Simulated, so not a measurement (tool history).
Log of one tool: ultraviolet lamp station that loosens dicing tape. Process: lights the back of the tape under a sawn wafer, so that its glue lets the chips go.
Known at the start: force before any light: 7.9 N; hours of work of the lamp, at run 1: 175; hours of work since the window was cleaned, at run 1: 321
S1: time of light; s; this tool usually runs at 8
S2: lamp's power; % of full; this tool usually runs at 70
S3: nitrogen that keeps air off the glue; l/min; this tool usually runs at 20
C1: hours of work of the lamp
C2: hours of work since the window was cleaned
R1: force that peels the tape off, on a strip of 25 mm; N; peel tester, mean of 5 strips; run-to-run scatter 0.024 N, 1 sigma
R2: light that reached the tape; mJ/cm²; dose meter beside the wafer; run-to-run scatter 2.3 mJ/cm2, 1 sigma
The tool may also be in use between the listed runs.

run    hour  S1  S2  S3   C1   C2     R1   R2
  1       0   8  70  20  175  321  1.528  194
  2    60.9   5  70  20  209  355   2.87  115
  3   108.1   5  70  20  235  380  2.913  112
  4   177.2   5  65  20  273  418  3.114  103
  5   243.6   5  65  20  309  455  3.245  103
  6   332.5   9  70  20  358  503  1.528  191
  7   388.3   9  70  20  388  534   1.63  183
  8   463.9   8  70  20  430  576  1.959  159
      476.3  -- window cleaned of glue's vapour
  9     531   8  70  38  466   30  1.686  149
 10   629.2   8  70  32  520   84  1.818  142
 11   680.3   8  70  21  548  112  2.325  137
 12   739.5   8  70  21  581  144  2.445  135
      754.4  -- window cleaned of glue's vapour, once more
 13   781.3   8  70  20  603   15  2.011  159
 14   875.9   6  70  20  655   67  2.887  114
 15   917.7  12  61   8  678   90  2.477  196
      986.1  -- lamp changed
 16  1006.6  12  61   8   11  138  1.511  277
 17  1105.8  12  61   8   66  192  1.657  267
 18  1173.3  12  61   8  103  229  1.676  261

Run 19 is up next; what results do you expect?
 19  1233.3  12  61   8  136  262   ?   ?

Run 19 produced R1 1.774 N, R2 257 mJ/cm².
Were there no unlogged condition in the tool, this run, its random variation unchanged, would have produced R1 1.46 N, R2 293 mJ/cm².
